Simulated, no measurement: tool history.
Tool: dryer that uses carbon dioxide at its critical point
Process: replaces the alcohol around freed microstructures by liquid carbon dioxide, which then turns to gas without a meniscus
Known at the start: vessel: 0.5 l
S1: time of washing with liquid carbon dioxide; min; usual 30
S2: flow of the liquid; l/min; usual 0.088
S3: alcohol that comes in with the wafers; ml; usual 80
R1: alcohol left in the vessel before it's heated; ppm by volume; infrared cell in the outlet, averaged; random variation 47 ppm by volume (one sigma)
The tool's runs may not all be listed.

run     day  S1      S2  S3     R1
  1       0  30   0.088  80   5518
  2   0.767  30   0.088  80   5763
  3   1.517  30   0.088  80   5741
  4   2.146  30   0.088  80   6081
  5   3.729  30   0.088  80   3414
  6   5.067  21   0.088  80  11170
  7   6.529  21   0.088  80  11613
  8   7.821  30   0.088  59   3086
  9   8.958  30   0.088  59   3329
 10  10.058  30   0.088  59   3642
 11  10.725  30   0.088  80   5038
 12  11.671  30  0.0909  80   4958
 13  12.867  30  0.0909  80   5256
 14  13.758  30  0.0909  80   5587
 15  15.275  30  0.0909  80   2944
 16  16.042  30   0.088  80   3458
 17  17.012  30  0.0608  80  11673
 18  17.708  30  0.0608  80  12566
 19  19.058  30  0.0667  80  10172
 20  20.483  30  0.0667  80  10626
 21  21.679  30  0.0667  80  11125
 22  22.483  30  0.0693  80  10653
 23      24  30  0.0693  80  11588
 24  24.833  30   0.088  96   7087
 25  25.508  30   0.088  96   7319
 26  26.225  23   0.088  80  13712
 27  27.771  23   0.088  80   8711
 28  28.942  24  0.0555  27   8252
 29  29.696  24  0.0555  27   8394
 30    30.6  28  0.0555  80  18716
 31  31.667  28  0.0555  80  20029
 32  32.733  19   0.088  51  10975
 33  34.292  47  0.1177  73    318
 34  35.221  47  0.1177  73    332
 35  36.246  30  0.1006  80   3823
 36  37.638  21  0.1006  86  12825
 37    38.9  21  0.1006  86   7857
 38  39.938  23   0.069  86  16841
 39  41.042  35   0.069  86   5811
 40  41.817  35   0.069  61   4346
 41  42.467  35  0.0872  34   1215
 42  43.829  42   0.088  80   1320
 43  44.846  30   0.088  84   5178
 44  45.908  30  0.0961  66   3260
 45    46.7  40  0.1028  35    637

Taken out of this log: 4 entries between the listed runs. Where each belongs, and how the hidden state differs across it:
Between runs 4 and 5: inlet filter changed (day 2.767)
  flow that reaches the vessel past the clogged filter, %: 82.8 -> 98.2; alcohol in the recycled carbon dioxide, ppm: 19 -> 28.9
  measured less the result without the state, R1: +3005 -> +259 ppm by volume
Between runs 14 and 15: inlet filter changed (day 14.55)
  flow that reaches the vessel past the clogged filter, %: 83.2 -> 98.7; alcohol in the recycled carbon dioxide, ppm: 91.9 -> 100.7
  measured less the result without the state, R1: +2803 -> +238 ppm by volume
Between runs 26 and 27: inlet filter changed (day 26.354)
  flow that reaches the vessel past the clogged filter, %: 82.2 -> 97.2; alcohol in the recycled carbon dioxide, ppm: 168 -> 178
  measured less the result without the state, R1: +5808 -> +861 ppm by volume
Between runs 36 and 37: inlet filter changed (day 38.192)
  flow that reaches the vessel past the clogged filter, %: 82.6 -> 98.7; alcohol in the recycled carbon dioxide, ppm: 237 -> 244.5
  measured less the result without the state, R1: +5556 -> +541 ppm by volume
